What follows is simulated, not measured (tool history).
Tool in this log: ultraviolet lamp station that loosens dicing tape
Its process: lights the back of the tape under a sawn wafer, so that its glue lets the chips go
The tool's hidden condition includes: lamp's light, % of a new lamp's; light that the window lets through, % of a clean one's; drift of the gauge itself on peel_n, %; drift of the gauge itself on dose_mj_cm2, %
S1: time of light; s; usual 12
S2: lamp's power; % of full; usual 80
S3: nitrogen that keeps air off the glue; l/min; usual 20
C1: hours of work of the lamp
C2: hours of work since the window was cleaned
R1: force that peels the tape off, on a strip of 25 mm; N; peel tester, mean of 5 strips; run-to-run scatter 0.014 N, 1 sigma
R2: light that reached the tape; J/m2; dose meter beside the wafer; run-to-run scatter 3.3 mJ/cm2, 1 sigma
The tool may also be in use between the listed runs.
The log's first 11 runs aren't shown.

run 12 hour=201.0 | S1=12 S2=89 S3=20 | C1=371 C2=199 | R1=0.706 R2=5020
run 13 hour=222.9 | S1=12 S2=89 S3=20 | C1=383 C2=211 | R1=0.723 R2=5010
run 14 hour=238.4 | S1=9 S2=80 S3=20 | C1=391 C2=219 | R1=1.317 R2=3390
run 15 hour=264.4 | S1=12 S2=80 S3=20 | C1=405 C2=233 | R1=0.857 R2=4460
run 16 hour=276.9 | S1=12 S2=80 S3=20 | C1=412 C2=240 | R1=0.878 R2=4480
run 17 hour=296.6 | S1=8 S2=80 S3=20 | C1=422 C2=251 | R1=1.496 R2=2940
run 18 hour=311.0 | S1=12 S2=80 S3=20 | C1=430 C2=258 | R1=0.869 R2=4460
run 19 hour=332.2 | S1=9 S2=64 S3=20 | C1=441 C2=270 | R1=1.719 R2=2660
run 20 hour=356.2 | S1=9 S2=64 S3=20 | C1=454 C2=282 | R1=1.748 R2=2620
-- hour=357.8 window cleaned of glue's vapour
run 21 hour=367.9 | S1=9 S2=64 S3=20 | C1=460 C2=5 | R1=1.751 R2=2610
run 22 hour=389.4 | S1=20 S2=80 S3=20 | C1=471 C2=17 | R1=0.419 R2=7100
run 23 hour=413.6 | S1=20 S2=80 S3=20 | C1=484 C2=30 | R1=0.417 R2=7110
run 24 hour=426.8 | S1=9 S2=69 S3=14 | C1=491 C2=37 | R1=1.949 R2=2730
run 25 hour=439.8 | S1=12 S2=75 S3=16 | C1=498 C2=44 | R1=1.141 R2=3960
run 26 hour=466.3 | S1=12 S2=75 S3=16 | C1=513 C2=58 | R1=1.177 R2=4010
run 27 hour=492.7 | S1=12 S2=75 S3=16 | C1=527 C2=72 | R1=1.157 R2=3970
-- hour=507.9 window cleaned of glue's vapour, once more
run 28 hour=507.9 | S1=12 S2=75 S3=16 | C1=535 C2=0 | R1=1.094 R2=4210
run 29 hour=521.1 | S1=13 S2=88 S3=7 | C1=542 C2=7 | R1=1.214 R2=5230
run 30 hour=543.3 | S1=7 S2=88 S3=7 | C1=553 C2=19 | R1=2.329 R2=2840
run 31 hour=565.9 | S1=10 S2=80 S3=6 | C1=565 C2=31 | R1=1.990 R2=3630
run 32 hour=581.3 | S1=12 S2=96 S3=30 | C1=574 C2=39 | R1=0.546 R2=5180
run 33 hour=597.7 | S1=12 S2=96 S3=30 | C1=582 C2=48 | R1=0.572 R2=5160
run 34 hour=616.8 | S1=12 S2=96 S3=30 | C1=593 C2=58 | R1=0.581 R2=5220
run 35 hour=642.7 | S1=12 S2=96 S3=30 | C1=607 C2=72 | R1=0.566 R2=5160
run 36 hour=665.2 | S1=12 S2=96 S3=30 | C1=619 C2=84 | R1=0.598 R2=5090

Forecast each of these 4 alternatives for the next run:
run A hour=689.3 | S1=7 S2=80 S3=9 | C1=631 C2=97 | R1=? R2=?
run B hour=689.3 | S1=6 S2=68 S3=10 | C1=631 C2=97 | R1=? R2=?
run C hour=689.3 | S1=12 S2=84 S3=38 | C1=631 C2=97 | R1=? R2=?
run D hour=689.3 | S1=17 S2=99 S3=12 | C1=631 C2=97 | R1=? R2=?

run=A R1=2.407 R2=2440
run=B R1=2.833 R2=1780
run=C R1=0.652 R2=4470
run=D R1=0.515 R2=7460
With no hidden state in the tool, these same runs would have given:
run=A R1=2.010 R2=3010
run=B R1=2.464 R2=2200
run=C R1=0.465 R2=5510
run=D R1=0.375 R2=9210
